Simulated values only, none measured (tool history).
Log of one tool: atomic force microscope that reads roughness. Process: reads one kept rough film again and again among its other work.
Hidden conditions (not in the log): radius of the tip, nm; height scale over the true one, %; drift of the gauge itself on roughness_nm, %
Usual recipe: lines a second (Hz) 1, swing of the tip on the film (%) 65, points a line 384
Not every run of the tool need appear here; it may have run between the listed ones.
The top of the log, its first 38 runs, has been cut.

| run | hour | lines a second (Hz) | swing of the tip on the film (%) | points a line | pictures with this tip | hours of work since the height scale was calibrated | roughness of the kept film (nm (root mean square)) |
|---|---|---|---|---|---|---|---|
| 39 | 1239.3 | 1.07 | 65 | 955 | 123 | 440 | 1.904 |
| 40 | 1268.5 | 3.3 | 59 | 384 | 163 | 458 | 1.846 |
| 41 | 1290.3 | 1.61 | 66 | 384 | 193 | 471 | 1.859 |
|  | 1314 | new tip fitted |
| 42 | 1317.1 | 1.87 | 65 | 384 | 4 | 487 | 1.923 |
| 43 | 1347.3 | 1.02 | 58 | 260 | 45 | 506 | 1.938 |
| 44 | 1372.9 | 1.02 | 58 | 260 | 81 | 522 | 1.928 |
| 45 | 1406.3 | 1.22 | 60 | 384 | 126 | 542 | 1.915 |
| 46 | 1446.8 | 1.94 | 60 | 489 | 182 | 567 | 1.871 |
| 47 | 1466.7 | 1.94 | 60 | 489 | 209 | 579 | 1.887 |
|  | 1476.8 | new tip fitted |
| 48 | 1497.5 | 1 | 73 | 990 | 28 | 598 | 1.927 |
| 49 | 1523.7 | 1 | 73 | 990 | 64 | 614 | 1.911 |
| 50 | 1559.1 | 3.29 | 55 | 384 | 113 | 636 | 1.905 |
| 51 | 1587.3 | 2.26 | 85 | 638 | 151 | 653 | 1.743 |

4 options for the next run, each taken on its own from the tool as it stands now. Forecast them:
| A | 1614.4 | 2.26 | 57 | 931 | 188 | 670 | ? |
| B | 1614.4 | 0.62 | 70 | 610 | 188 | 670 | ? |
| C | 1614.4 | 1.93 | 90 | 426 | 188 | 670 | ? |
| D | 1614.4 | 2.03 | 59 | 656 | 188 | 670 | ? |

| run | roughness of the kept film (nm (root mean square)) |
|---|---|
| A | 1.881 |
| B | 1.88 |
| C | 1.718 |
| D | 1.874 |
The same runs, with their run-to-run variation unchanged, on a tool lacking any hidden condition would have given:
| run | roughness of the kept film (nm (root mean square)) |
|---|---|
| A | 1.947 |
| B | 1.946 |
| C | 1.779 |
| D | 1.94 |

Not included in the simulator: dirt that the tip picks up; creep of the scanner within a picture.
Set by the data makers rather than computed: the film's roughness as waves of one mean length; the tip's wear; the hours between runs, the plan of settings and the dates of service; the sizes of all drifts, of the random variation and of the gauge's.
